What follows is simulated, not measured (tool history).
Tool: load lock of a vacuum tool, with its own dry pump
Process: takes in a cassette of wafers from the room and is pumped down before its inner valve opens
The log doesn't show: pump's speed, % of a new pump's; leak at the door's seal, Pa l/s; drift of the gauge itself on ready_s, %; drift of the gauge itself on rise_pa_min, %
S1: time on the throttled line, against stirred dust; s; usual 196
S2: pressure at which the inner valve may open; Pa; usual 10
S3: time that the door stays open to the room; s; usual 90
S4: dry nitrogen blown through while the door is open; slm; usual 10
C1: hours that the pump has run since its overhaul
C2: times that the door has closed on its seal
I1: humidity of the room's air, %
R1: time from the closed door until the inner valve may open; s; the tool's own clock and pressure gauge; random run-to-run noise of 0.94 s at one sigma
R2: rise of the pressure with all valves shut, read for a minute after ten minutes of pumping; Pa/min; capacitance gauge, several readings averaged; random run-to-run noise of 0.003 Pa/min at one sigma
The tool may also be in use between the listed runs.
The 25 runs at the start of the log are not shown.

run 26 hour=5882.2 | S1=100 S2=9 S3=205 S4=32 | C1=1744 C2=13558 | I1=45.6 | R1=174.2 R2=0.047
run 27 hour=6165.7 | S1=100 S2=9 S3=205 S4=32 | C1=2028 C2=14106 | I1=46.2 | R1=173.8 R2=0.046
run 28 hour=6358.4 | S1=280 S2=9 S3=90 S4=10 | C1=2221 C2=14478 | I1=42 | R1=338.4 R2=0.039
run 29 hour=6652.1 | S1=222 S2=18 S3=50 S4=10 | C1=2514 C2=15046 | I1=45.9 | R1=278.1 R2=0.039
run 30 hour=6999.4 | S1=222 S2=18 S3=223 S4=10 | C1=2862 C2=15717 | I1=46.1 | R1=277.8 R2=0.071
run 31 hour=7293.2 | S1=222 S2=18 S3=223 S4=10 | C1=3155 C2=16285 | I1=45.1 | R1=277.5 R2=0.068
run 32 hour=7555.1 | S1=236 S2=9 S3=42 S4=19 | C1=3417 C2=16791 | I1=47.8 | R1=296 R2=0.028
run 33 hour=7880.8 | S1=121 S2=17 S3=90 S4=10 | C1=3743 C2=17421 | I1=42.3 | R1=187.4 R2=0.043
run 34 hour=8045.6 | S1=162 S2=19 S3=90 S4=10 | C1=3908 C2=17739 | I1=45.6 | R1=223.2 R2=0.049
run 35 hour=8352.7 | S1=211 S2=10 S3=50 S4=22 | C1=4215 C2=18333 | I1=44.4 | R1=274.4 R2=0.027
run 36 hour=8563.4 | S1=319 S2=10 S3=191 S4=7 | C1=4426 C2=18740 | I1=45 | R1=372.9 R2=0.072

Alternative continuations, all from the tool just after run 36; predict every row:
run A hour=8842.1 | S1=319 S2=10 S3=191 S4=12 | C1=4704 C2=19279 | I1=45.6 | R1=? R2=?
run B hour=8842.1 | S1=257 S2=10 S3=90 S4=10 | C1=4704 C2=19279 | I1=43 | R1=? R2=?
run C hour=8842.1 | S1=123 S2=10 S3=39 S4=17 | C1=4704 C2=19279 | I1=46.8 | R1=? R2=?
run D hour=8842.1 | S1=196 S2=10 S3=90 S4=10 | C1=4704 C2=19279 | I1=48.2 | R1=? R2=?

run=A R1=368.7 R2=0.066
run=B R1=316.7 R2=0.038
run=C R1=194.5 R2=0.034
run=D R1=261.4 R2=0.049
What these runs would have given with no unlogged condition in the tool:
run=A R1=368.6 R2=0.065
run=B R1=316.7 R2=0.037
run=C R1=194.5 R2=0.033
run=D R1=261.4 R2=0.048
